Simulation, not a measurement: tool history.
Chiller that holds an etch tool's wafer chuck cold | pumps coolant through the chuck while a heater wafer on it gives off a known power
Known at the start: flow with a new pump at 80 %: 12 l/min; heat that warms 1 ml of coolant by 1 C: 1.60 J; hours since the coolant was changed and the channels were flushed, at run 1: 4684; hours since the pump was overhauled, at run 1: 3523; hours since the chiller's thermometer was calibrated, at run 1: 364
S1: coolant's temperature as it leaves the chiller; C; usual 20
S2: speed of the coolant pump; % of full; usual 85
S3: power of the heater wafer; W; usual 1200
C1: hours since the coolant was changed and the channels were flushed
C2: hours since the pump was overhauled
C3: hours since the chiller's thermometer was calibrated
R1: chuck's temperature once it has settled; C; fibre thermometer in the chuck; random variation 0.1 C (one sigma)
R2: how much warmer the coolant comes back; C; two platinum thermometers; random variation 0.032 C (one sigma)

{"run": 1, "day": 0.0, "S1": 20, "S2": 85, "S3": 1200, "C1": 4684, "C2": 3523, "C3": 364, "R1": 34.1, "R2": 3.52}
{"run": 2, "day": 6.554, "S1": 20, "S2": 85, "S3": 1200, "C1": 4842, "C2": 3681, "C3": 521, "R1": 34, "R2": 3.48}
{"run": 3, "day": 9.9, "S1": 20, "S2": 85, "S3": 1200, "C1": 4922, "C2": 3761, "C3": 601, "R1": 34.1, "R2": 3.55}
{"run": 4, "day": 15.188, "S1": 20, "S2": 85, "S3": 1200, "C1": 5049, "C2": 3888, "C3": 728, "R1": 34.1, "R2": 3.49}
{"run": 5, "day": 20.45, "S1": 20, "S2": 85, "S3": 1200, "C1": 5175, "C2": 4014, "C3": 855, "R1": 34, "R2": 3.55}
{"run": 6, "day": 27.267, "S1": 20, "S2": 79, "S3": 1200, "C1": 5339, "C2": 4178, "C3": 1018, "R1": 35.1, "R2": 3.86}
{"run": 7, "day": 31.371, "S1": 20, "S2": 79, "S3": 1200, "C1": 5437, "C2": 4276, "C3": 1117, "R1": 35.1, "R2": 3.8}
{"run": 8, "day": 37.854, "S1": 20, "S2": 79, "S3": 1200, "C1": 5593, "C2": 4432, "C3": 1272, "R1": 35.1, "R2": 3.88}
{"run": 9, "day": 43.033, "S1": 20, "S2": 79, "S3": 1200, "C1": 5717, "C2": 4556, "C3": 1397, "R1": 35, "R2": 3.84}
{"run": 10, "day": 49.133, "S1": 20, "S2": 85, "S3": 1200, "C1": 5864, "C2": 4703, "C3": 1543, "R1": 34, "R2": 3.61}
{"run": 11, "day": 52.529, "S1": 20, "S2": 85, "S3": 1200, "C1": 5945, "C2": 4784, "C3": 1625, "R1": 34, "R2": 3.56}
{"run": 12, "day": 57.288, "S1": 20, "S2": 85, "S3": 675, "C1": 6059, "C2": 4898, "C3": 1739, "R1": 28, "R2": 2.07}
{"run": 13, "day": 61.796, "S1": 20, "S2": 85, "S3": 675, "C1": 6168, "C2": 5006, "C3": 1847, "R1": 27.9, "R2": 2.06}
{"run": 14, "day": 67.442, "S1": 20, "S2": 85, "S3": 1200, "C1": 6303, "C2": 5142, "C3": 1982, "R1": 34.1, "R2": 3.64}
{"run": 15, "day": 70.371, "S1": 20, "S2": 85, "S3": 1200, "C1": 6373, "C2": 5212, "C3": 2053, "R1": 34.1, "R2": 3.59}
{"day": 74.583, "done": "chiller's thermometer calibrated"}
{"run": 16, "day": 75.408, "S1": 16, "S2": 65, "S3": 1226, "C1": 6493, "C2": 5332, "C3": 20, "R1": 33.9, "R2": 4.9}
{"run": 17, "day": 79.008, "S1": 17, "S2": 65, "S3": 635, "C1": 6580, "C2": 5419, "C3": 106, "R1": 26.4, "R2": 2.59}
{"run": 18, "day": 83.788, "S1": 11, "S2": 65, "S3": 635, "C1": 6694, "C2": 5533, "C3": 221, "R1": 20.3, "R2": 2.63}
{"day": 84.658, "done": "coolant changed, channels flushed"}
{"run": 19, "day": 90.854, "S1": 10, "S2": 60, "S3": 1578, "C1": 149, "C2": 5697, "C3": 385, "R1": 34.5, "R2": 6.85}
{"run": 20, "day": 93.938, "S1": 10, "S2": 60, "S3": 1578, "C1": 223, "C2": 5771, "C3": 459, "R1": 34.5, "R2": 6.87}
{"run": 21, "day": 98.867, "S1": 10, "S2": 60, "S3": 1578, "C1": 341, "C2": 5889, "C3": 577, "R1": 34.3, "R2": 6.85}
{"run": 22, "day": 103.375, "S1": 19, "S2": 66, "S3": 627, "C1": 449, "C2": 5997, "C3": 685, "R1": 28, "R2": 2.57}
{"run": 23, "day": 108.192, "S1": 19, "S2": 66, "S3": 627, "C1": 565, "C2": 6113, "C3": 801, "R1": 28.1, "R2": 2.52}
{"run": 24, "day": 115.029, "S1": 19, "S2": 66, "S3": 627, "C1": 729, "C2": 6277, "C3": 965, "R1": 28.1, "R2": 2.63}
{"run": 25, "day": 120.238, "S1": 16, "S2": 88, "S3": 1522, "C1": 854, "C2": 6402, "C3": 1090, "R1": 33.5, "R2": 4.46}
{"run": 26, "day": 123.192, "S1": 16, "S2": 68, "S3": 612, "C1": 925, "C2": 6473, "C3": 1161, "R1": 24.6, "R2": 2.43}
{"run": 27, "day": 126.621, "S1": 16, "S2": 68, "S3": 612, "C1": 1007, "C2": 6555, "C3": 1243, "R1": 24.7, "R2": 2.48}
{"run": 28, "day": 131.254, "S1": 16, "S2": 68, "S3": 612, "C1": 1118, "C2": 6666, "C3": 1354, "R1": 24.6, "R2": 2.52}
{"run": 29, "day": 134.871, "S1": 20, "S2": 85, "S3": 773, "C1": 1205, "C2": 6753, "C3": 1441, "R1": 29, "R2": 2.44}

Forecast each of these 4 alternatives for the next run:
{"run": "A", "day": 138.762, "S1": 14, "S2": 74, "S3": 759, "C1": 1298, "C2": 6847, "C3": 1534, "R1": "?", "R2": "?"}
{"run": "B", "day": 138.762, "S1": 20, "S2": 97, "S3": 1200, "C1": 1298, "C2": 6847, "C3": 1534, "R1": "?", "R2": "?"}
{"run": "C", "day": 138.762, "S1": 11, "S2": 60, "S3": 650, "C1": 1298, "C2": 6847, "C3": 1534, "R1": "?", "R2": "?"}
{"run": "D", "day": 138.762, "S1": 12, "S2": 99, "S3": 801, "C1": 1298, "C2": 6847, "C3": 1534, "R1": "?", "R2": "?"}

run=A R1=23.9 R2=2.8
run=B R1=32.7 R2=3.21
run=C R1=21.2 R2=2.98
run=D R1=20.3 R2=2.16
Without the tool's hidden state the same runs would have given:
run=A R1=23.9 R2=2.59
run=B R1=32.7 R2=3
run=C R1=21.2 R2=2.77
run=D R1=20.3 R2=1.95

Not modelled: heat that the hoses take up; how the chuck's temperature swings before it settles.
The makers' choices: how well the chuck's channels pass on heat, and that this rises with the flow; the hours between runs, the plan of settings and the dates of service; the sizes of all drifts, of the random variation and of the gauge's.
